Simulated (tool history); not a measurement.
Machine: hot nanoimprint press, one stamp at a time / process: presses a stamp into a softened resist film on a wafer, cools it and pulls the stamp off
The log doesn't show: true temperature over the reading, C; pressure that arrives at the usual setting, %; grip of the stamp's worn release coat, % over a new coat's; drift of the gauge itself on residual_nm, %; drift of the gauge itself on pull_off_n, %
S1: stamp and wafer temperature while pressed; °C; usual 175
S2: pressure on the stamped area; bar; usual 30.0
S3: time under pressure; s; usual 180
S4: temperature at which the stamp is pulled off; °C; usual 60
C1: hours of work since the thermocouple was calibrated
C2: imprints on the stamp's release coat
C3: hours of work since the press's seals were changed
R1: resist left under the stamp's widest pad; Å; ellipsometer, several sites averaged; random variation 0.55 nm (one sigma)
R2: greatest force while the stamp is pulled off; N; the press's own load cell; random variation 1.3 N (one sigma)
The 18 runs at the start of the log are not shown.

{"run": 19, "hour": 574.1, "S1": 173, "S2": 30.8, "S3": 180, "S4": 46, "C1": 119, "C2": 603, "C3": 833, "R1": 2159, "R2": 130}
{"run": 20, "hour": 597.3, "S1": 169, "S2": 28.6, "S3": 180, "S4": 65, "C1": 136, "C2": 681, "C3": 850, "R1": 2470, "R2": 98}
{"run": 21, "hour": 636.6, "S1": 175, "S2": 25.6, "S3": 346, "S4": 64, "C1": 165, "C2": 811, "C3": 879, "R1": 1829, "R2": 104}
{"run": 22, "hour": 659.8, "S1": 175, "S2": 45.1, "S3": 180, "S4": 54, "C1": 182, "C2": 889, "C3": 896, "R1": 1683, "R2": 124}
{"hour": 686.1, "done": "stamp cleaned and given a new release coat"}
{"run": 23, "hour": 707.3, "S1": 175, "S2": 23.8, "S3": 180, "S4": 54, "C1": 212, "C2": 71, "C3": 926, "R1": 2265, "R2": 103}
{"run": 24, "hour": 727.3, "S1": 175, "S2": 23.8, "S3": 180, "S4": 54, "C1": 227, "C2": 138, "C3": 941, "R1": 2258, "R2": 106}
{"run": 25, "hour": 770.8, "S1": 175, "S2": 30.0, "S3": 180, "S4": 59, "C1": 259, "C2": 283, "C3": 973, "R1": 2034, "R2": 101}
{"run": 26, "hour": 812.1, "S1": 180, "S2": 40.4, "S3": 180, "S4": 60, "C1": 290, "C2": 420, "C3": 1004, "R1": 1522, "R2": 99}
{"run": 27, "hour": 849.2, "S1": 177, "S2": 30.1, "S3": 180, "S4": 60, "C1": 317, "C2": 544, "C3": 1031, "R1": 1919, "R2": 103}
{"run": 28, "hour": 872.3, "S1": 166, "S2": 19.0, "S3": 180, "S4": 60, "C1": 334, "C2": 621, "C3": 1048, "R1": 2930, "R2": 105}
{"run": 29, "hour": 908.5, "S1": 173, "S2": 40.4, "S3": 180, "S4": 60, "C1": 361, "C2": 742, "C3": 1075, "R1": 1881, "R2": 106}
{"run": 30, "hour": 926.8, "S1": 173, "S2": 40.4, "S3": 277, "S4": 61, "C1": 374, "C2": 803, "C3": 1088, "R1": 1638, "R2": 109}
{"run": 31, "hour": 947.6, "S1": 187, "S2": 28.7, "S3": 286, "S4": 59, "C1": 390, "C2": 872, "C3": 1104, "R1": 1242, "R2": 113}

Forecast each of these 3 alternatives for the next run:
{"hour": 977.4, "done": "stamp cleaned and given a new release coat"}
{"run": "A", "hour": 977.4, "S1": 166, "S2": 28.7, "S3": 286, "S4": 45, "C1": 407, "C2": 0, "C3": 1121, "R1": "?", "R2": "?"}
{"hour": 977.4, "done": "stamp cleaned and given a new release coat"}
{"run": "B", "hour": 977.4, "S1": 179, "S2": 35.3, "S3": 286, "S4": 63, "C1": 407, "C2": 0, "C3": 1121, "R1": "?", "R2": "?"}
{"hour": 977.4, "done": "stamp cleaned and given a new release coat"}
{"run": "C", "hour": 977.4, "S1": 170, "S2": 21.0, "S3": 180, "S4": 48, "C1": 407, "C2": 0, "C3": 1121, "R1": "?", "R2": "?"}

run=A R1=2341 R2=117
run=B R1=1420 R2=87
run=C R1=2636 R2=110
Without the tool's unlogged condition, the same runs would have read:
run=A R1=2397 R2=119
run=B R1=1445 R2=89
run=C R1=2693 R2=113
